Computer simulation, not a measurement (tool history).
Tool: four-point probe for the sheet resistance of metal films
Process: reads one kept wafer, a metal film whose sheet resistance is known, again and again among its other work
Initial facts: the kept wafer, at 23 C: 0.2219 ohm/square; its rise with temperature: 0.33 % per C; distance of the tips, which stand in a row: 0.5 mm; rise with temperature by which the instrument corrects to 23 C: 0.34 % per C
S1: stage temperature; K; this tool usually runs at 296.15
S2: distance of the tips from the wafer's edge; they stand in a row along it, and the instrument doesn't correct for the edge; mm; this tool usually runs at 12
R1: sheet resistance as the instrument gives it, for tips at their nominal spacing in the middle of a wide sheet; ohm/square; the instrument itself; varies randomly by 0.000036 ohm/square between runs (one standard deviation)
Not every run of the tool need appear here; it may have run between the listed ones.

run	hour	S1	S2	R1
1	0	296.15	12	0.222333
2	34.4	296.15	12	0.222385
3	87.8	296.15	12	0.22234
4	133.3	306.15	12	0.221977
5	172.3	306.15	12	0.221981
6	213.6	306.15	12	0.222048
7	254.9	306.15	12	0.222046
8	285.9	297.15	12	0.222329
9	330.4	296.15	17	0.22221
10	366.6	296.15	27	0.222114
11	409.9	296.15	14	0.222301
12	458.1	296.15	72	0.222123
13	483.7	296.15	72	0.222154
14	519.4	296.15	72	0.222177
15	551	296.15	12	0.222334
16	586	296.15	12	0.222333
17	621	296.15	12	0.222224
# hour 654.3: stage's thermometer calibrated
18	656.5	296.15	5	0.223899
19	703	296.15	5	0.223906
20	749.3	296.15	5	0.223842
21	773	296.15	5	0.223926
22	815.3	296.15	54	0.222724
23	867.6	296.15	54	0.222714
24	906.1	296.15	54	0.222692
25	951	296.15	54	0.222703
26	995.4	296.15	54	0.222683
27	1048.4	292.15	57	0.22286
28	1074.3	292.15	57	0.222898
29	1108.6	304.15	12	0.222705
30	1135.6	305.15	8	0.222872
31	1177.1	294.15	12	0.223006
32	1234.1	293.15	12	0.223095
33	1275.5	291.15	28	0.222978
34	1325.5	301.15	4	0.224435
35	1348.9	301.15	4	0.224359
36	1374.8	301.15	4	0.224467
37	1426.1	306.15	12	0.222569

Run 38 comes next. What will it give?
38	1461.3	306.15	12	?

For run 38 the tool returned R1 0.222667 ohm/square.
With the hidden condition absent and the run-to-run variation left alone, this run would have shown R1 0.221832 ohm/square.

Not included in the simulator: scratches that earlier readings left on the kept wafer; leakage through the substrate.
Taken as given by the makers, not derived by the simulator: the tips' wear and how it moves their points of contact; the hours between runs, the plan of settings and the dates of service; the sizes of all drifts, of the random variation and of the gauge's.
